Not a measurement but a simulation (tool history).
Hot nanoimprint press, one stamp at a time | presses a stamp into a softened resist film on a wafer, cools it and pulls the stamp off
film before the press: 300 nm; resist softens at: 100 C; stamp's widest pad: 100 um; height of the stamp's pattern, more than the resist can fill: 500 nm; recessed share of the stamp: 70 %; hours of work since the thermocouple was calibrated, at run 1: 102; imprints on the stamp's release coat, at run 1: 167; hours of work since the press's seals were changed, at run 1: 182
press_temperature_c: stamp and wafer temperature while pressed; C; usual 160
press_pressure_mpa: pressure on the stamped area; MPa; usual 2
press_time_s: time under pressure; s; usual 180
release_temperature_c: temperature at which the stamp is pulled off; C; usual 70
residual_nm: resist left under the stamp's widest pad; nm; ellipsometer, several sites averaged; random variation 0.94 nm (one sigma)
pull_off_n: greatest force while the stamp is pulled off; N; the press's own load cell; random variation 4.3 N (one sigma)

run,hour,press_temperature_c,press_pressure_mpa,press_time_s,release_temperature_c,hours of work since the thermocouple was calibrated,imprints on the stamp's release coat,hours of work since the press's seals were changed,residual_nm,pull_off_n
1,0,160,2,180,70,102,167,182,137.5,209
2,63.7,160,2,180,70,150,551,231,138.1,230
3,115.2,160,2,180,70,189,862,270,134.8,242
4,153.6,160,2,255,70,218,1094,299,119.6,248
# hour 198: stamp cleaned and given a new release coat
5,200.2,160,2,255,70,249,13,329,120.9,206
# hour 272.4: plate thermocouple calibrated
6,273.5,160,2,270,70,1,437,383,123.2,222
7,331.6,160,2,270,70,45,788,427,122.4,249
8,396.4,160,2,270,70,94,1179,476,121.9,253
# hour 425.7: stamp cleaned and given a new release coat
9,436.2,160,2,270,70,120,64,501,122.2,211
10,507.2,160,2,270,70,173,493,555,121.2,222
11,582.4,160,2,270,57,230,947,612,121.1,272
12,623.3,160,2,180,70,261,1193,643,138.6,264
# hour 650.8: stamp cleaned and given a new release coat
# hour 688.3: plate thermocouple calibrated
13,699.1,160,2,180,70,8,274,694,141.7,219
14,764.9,160,2,180,70,58,671,744,143.6,231
15,798.6,160,2,180,70,84,875,769,144.1,242
# hour 874.3: stamp cleaned and given a new release coat
16,883.1,154,1.31,94,63,143,53,829,242.4,224
17,960.1,154,3.08,342,73,201,518,887,118.5,225
18,1010.7,154,3.08,342,73,240,823,925,118.3,238
19,1042.9,168,1.42,342,55,264,1018,950,99,277
# hour 1095.7: plate thermocouple calibrated
# hour 1101.7: stamp cleaned and given a new release coat
20,1122.9,153,1.65,353,55,16,128,1004,171.6,235
# hour 1193.6: press's hydraulic seals changed and the load cell set to zero
21,1206.1,153,1.65,353,55,73,581,9,163.5,254
22,1242.7,160,2,180,70,101,803,37,137.9,238
23,1295,160,2.95,340,70,140,1118,77,89.3,256
# hour 1330.7: stamp cleaned and given a new release coat
24,1343.4,160,2.95,340,70,173,77,109,89,212
25,1412.4,160,2,122,66,225,494,161,155.3,237
26,1452.1,160,2,122,66,255,733,191,154.7,248
27,1504.8,156,2,270,66,295,1052,231,140.4,262
# hour 1519.6: plate thermocouple calibrated
# hour 1553: stamp cleaned and given a new release coat
28,1554.3,171,2,270,58,22,8,262,79.2,230

5 ways to go on from here, each from the tool as it stands after run 28. What would each give?
A,1587,171,1.67,270,58,47,205,287,?,?
B,1587,160,2,98,70,47,205,287,?,?
C,1587,160,2,227,73,47,205,287,?,?
D,1587,160,2.33,180,68,47,205,287,?,?
E,1587,171,3.01,270,58,47,205,287,?,?

run,residual_nm,pull_off_n
A,88.7,233
B,168.3,217
C,129,210
D,129.7,217
E,62.2,235
Without the tool's hidden state the same runs would have given:
run,residual_nm,pull_off_n
A,87.4,224
B,165.7,208
C,126.8,201
D,127.2,208
E,60.6,225
